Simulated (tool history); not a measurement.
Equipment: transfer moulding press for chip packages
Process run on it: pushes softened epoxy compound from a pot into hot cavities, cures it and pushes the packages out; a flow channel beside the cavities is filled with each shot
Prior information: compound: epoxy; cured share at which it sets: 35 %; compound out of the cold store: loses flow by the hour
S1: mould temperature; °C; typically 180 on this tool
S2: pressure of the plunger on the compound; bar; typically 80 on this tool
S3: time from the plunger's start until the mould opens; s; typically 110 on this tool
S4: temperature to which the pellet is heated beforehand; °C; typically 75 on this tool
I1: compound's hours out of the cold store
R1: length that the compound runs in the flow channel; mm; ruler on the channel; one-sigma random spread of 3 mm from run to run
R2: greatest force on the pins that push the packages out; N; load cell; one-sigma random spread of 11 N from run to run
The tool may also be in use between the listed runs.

| run | day | S1 | S2 | S3 | S4 | I1 | R1 | R2 |
|---|---|---|---|---|---|---|---|---|
| 1 | 0 | 180 | 80 | 110 | 75 | 42.2 | 491 | 459 |
| 2 | 0.225 | 180 | 80 | 110 | 75 | 25.2 | 537 | 486 |
| 3 | 0.458 | 180 | 80 | 110 | 75 | 46.2 | 477 | 492 |
| 4 | 0.696 | 180 | 80 | 110 | 75 | 26.9 | 536 | 499 |
| 5 | 0.9 | 180 | 80 | 110 | 85 | 27.1 | 527 | 483 |
| 6 | 1.167 | 180 | 80 | 105 | 75 | 28.7 | 526 | 536 |
| 7 | 1.425 | 180 | 80 | 105 | 75 | 39.6 | 493 | 502 |
| 8 | 1.592 | 180 | 80 | 105 | 75 | 14.8 | 566 | 547 |
| 9 | 1.929 | 180 | 68 | 110 | 75 | 21.8 | 504 | 515 |
| 10 | 2.092 | 180 | 80 | 110 | 75 | 14.2 | 569 | 513 |
| 11 | 2.258 | 181 | 80 | 110 | 75 | 42.1 | 484 | 487 |
| 12 | 2.604 | 181 | 80 | 110 | 75 | 44.3 | 484 | 458 |
| 13 | 2.8 | 179 | 80 | 110 | 75 | 47.4 | 480 | 491 |
| 14 | 3.083 | 179 | 80 | 110 | 75 | 21.4 | 554 | 525 |
| 15 | 3.417 | 179 | 80 | 110 | 75 | 20.9 | 550 | 534 |
| 16 | 3.738 | 180 | 70.3 | 145 | 75 | 12.3 | 543 | 433 |
| 17 | 4.012 | 173 | 62.9 | 110 | 69 | 30.1 | 480 | 775 |
|  | 4.362 | cavities cleaned with cleaning compound and waxed |
| 18 | 4.408 | 173 | 62.9 | 110 | 69 | 26.6 | 483 | 774 |
| 19 | 4.75 | 186 | 80 | 94 | 75 | 40.9 | 482 | 470 |
| 20 | 5.075 | 186 | 80 | 94 | 75 | 40.3 | 481 | 449 |
| 21 | 5.258 | 186 | 80 | 94 | 75 | 27.6 | 518 | 470 |
| 22 | 5.596 | 186 | 63 | 115 | 84 | 43.1 | 421 | 417 |
| 23 | 5.879 | 186 | 63 | 115 | 84 | 43.4 | 419 | 405 |
| 24 | 6.088 | 184 | 80 | 100 | 75 | 13.2 | 565 | 488 |
| 25 | 6.333 | 184 | 93.8 | 136 | 75 | 45.8 | 511 | 409 |
| 26 | 6.662 | 184 | 93.8 | 129 | 68 | 35.8 | 540 | 410 |
| 27 | 6.954 | 180 | 80 | 125 | 70 | 37.6 | 500 | 431 |
| 28 | 7.162 | 180 | 80 | 125 | 70 | 39.7 | 498 | 439 |

What if the next run were any one of these 4? Each begins from the tool's condition after run 28:
| A | 7.483 | 176 | 70.9 | 134 | 70 | 47.1 | ? | ? |
| B | 7.483 | 183 | 80 | 97 | 72 | 25.1 | ? | ? |
| C | 7.483 | 177 | 65.3 | 110 | 84 | 30.9 | ? | ? |
| D | 7.483 | 182 | 80 | 110 | 84 | 33.8 | ? | ? |

| run | R1 | R2 |
|---|---|---|
| A | 453 | 461 |
| B | 532 | 529 |
| C | 476 | 556 |
| D | 506 | 460 |
Without the tool's unlogged condition, the same runs would have read:
| run | R1 | R2 |
|---|---|---|
| A | 453 | 456 |
| B | 532 | 523 |
| C | 477 | 550 |
| D | 506 | 455 |

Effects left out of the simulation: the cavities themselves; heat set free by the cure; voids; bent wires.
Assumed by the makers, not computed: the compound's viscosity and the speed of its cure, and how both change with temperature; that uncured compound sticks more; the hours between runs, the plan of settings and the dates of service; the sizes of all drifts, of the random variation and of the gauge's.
